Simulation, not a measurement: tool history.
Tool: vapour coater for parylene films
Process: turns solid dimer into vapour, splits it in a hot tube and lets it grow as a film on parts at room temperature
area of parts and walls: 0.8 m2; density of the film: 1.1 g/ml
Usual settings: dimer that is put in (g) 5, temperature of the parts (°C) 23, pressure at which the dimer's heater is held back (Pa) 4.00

run	hour	dimer that is put in (g)	temperature of the parts (°C)	pressure at which the dimer's heater is held back (Pa)	thickness of the film (µm)
1	0.0	5	23	4.00	3.74
# hour 10.2: trap's valve overhauled
2	37.2	3	23	4.00	2.38
3	93.3	3	23	4.00	2.32
4	138.8	5	23	4.00	3.81
5	199.6	5	34	4.00	2.75
6	243.2	5	23	7.30	3.45
7	307.2	5	23	7.30	3.39
8	352.9	5	23	7.30	3.29
9	387.2	5	23	4.00	3.74
# hour 395.6: trap's valve overhauled
10	436.6	2	23	3.05	1.66
11	500.7	3	23	10.66	1.87
12	543.4	5	33	5.96	2.58
13	601.1	5	33	5.96	2.49
14	654.5	6	26	2.22	4.59
15	703.7	5	29	7.01	2.77
16	755.3	3	27	8.36	1.69
# hour 782.4: trap's valve overhauled
17	820.3	3	29	4.24	1.89

5 ways to go on from here, each from the tool as it stands after run 17. What would each give?
A	851.4	3	16	4.24	?
B	851.4	5	23	6.23	?
C	851.4	3	18	4.89	?
D	851.4	5	23	2.34	?
E	851.4	5	15	4.00	?

run	thickness of the film (µm)
A	2.84
B	3.50
C	2.57
D	4.29
E	4.95
Without the tool's hidden state the same runs would have given:
run	thickness of the film (µm)
A	3.00
B	3.69
C	2.71
D	4.53
E	5.23
